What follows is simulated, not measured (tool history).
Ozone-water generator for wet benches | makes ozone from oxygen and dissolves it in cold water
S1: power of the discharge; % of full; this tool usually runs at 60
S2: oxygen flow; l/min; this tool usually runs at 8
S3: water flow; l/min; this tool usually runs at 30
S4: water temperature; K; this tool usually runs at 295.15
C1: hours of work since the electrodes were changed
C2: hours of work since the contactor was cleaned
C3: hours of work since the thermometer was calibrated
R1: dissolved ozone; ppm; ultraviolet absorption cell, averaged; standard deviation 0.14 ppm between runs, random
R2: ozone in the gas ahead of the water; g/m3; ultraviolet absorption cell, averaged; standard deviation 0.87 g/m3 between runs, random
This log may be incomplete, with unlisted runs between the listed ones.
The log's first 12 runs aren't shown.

run	day	S1	S2	S3	S4	C1	C2	C3	R1	R2
13	65.621	79	8	30	295.15	1710	1960	1960	18.3	166.4
14	71.038	79	8	30	295.15	1815	2065	2065	18.4	164.5
15	74.317	79	7.89	30	295.15	1879	2128	2128	18.3	164.4
16	81.454	64	7.89	30	291.15	2017	2267	2267	16.6	140.9
17	87.554	64	7.89	30	291.15	2135	2385	2385	16.5	138.1
18	95.242	50	12.45	23	291.15	2284	2534	2534	17	97.9
19	102.233	60	9	40	295.15	2420	2670	2670	11.5	124.8
20	109.346	60	5.21	40	294.15	2558	2808	2808	9.9	146.6
21	115.512	60	8	30	295.15	2677	2927	2927	14.2	128.3
22	120.221	75	6.51	23	301.15	2769	3018	3018	18	160.3
23	123.5	75	6.51	23	301.15	2832	3082	3082	17.6	160.4
# day 129.121: water thermometer calibrated
24	130.979	75	6.51	23	301.15	2977	3227	36	17.9	160.1
# day 133.975: contactor cleaned
25	138.383	60	4.51	33	288.15	3117	85	176	12.1	152.7
26	144.675	44	4.51	33	294.15	3239	208	298	9.2	120.3
27	151.404	53	8.76	33	297.15	3370	338	429	12	110.4
28	158.408	42	8	30	296.15	3506	474	565	10.9	95.7

Run 29, settings as shown, results not yet in. Your forecast:
29	162.238	42	8	30	296.15	3580	548	639	?	?

{"run 29": {"R1": 10.7, "R2": 95.5}}
With no hidden state in the tool, this same run would have given R1 12 ppm, R2 105.7 g/m3.

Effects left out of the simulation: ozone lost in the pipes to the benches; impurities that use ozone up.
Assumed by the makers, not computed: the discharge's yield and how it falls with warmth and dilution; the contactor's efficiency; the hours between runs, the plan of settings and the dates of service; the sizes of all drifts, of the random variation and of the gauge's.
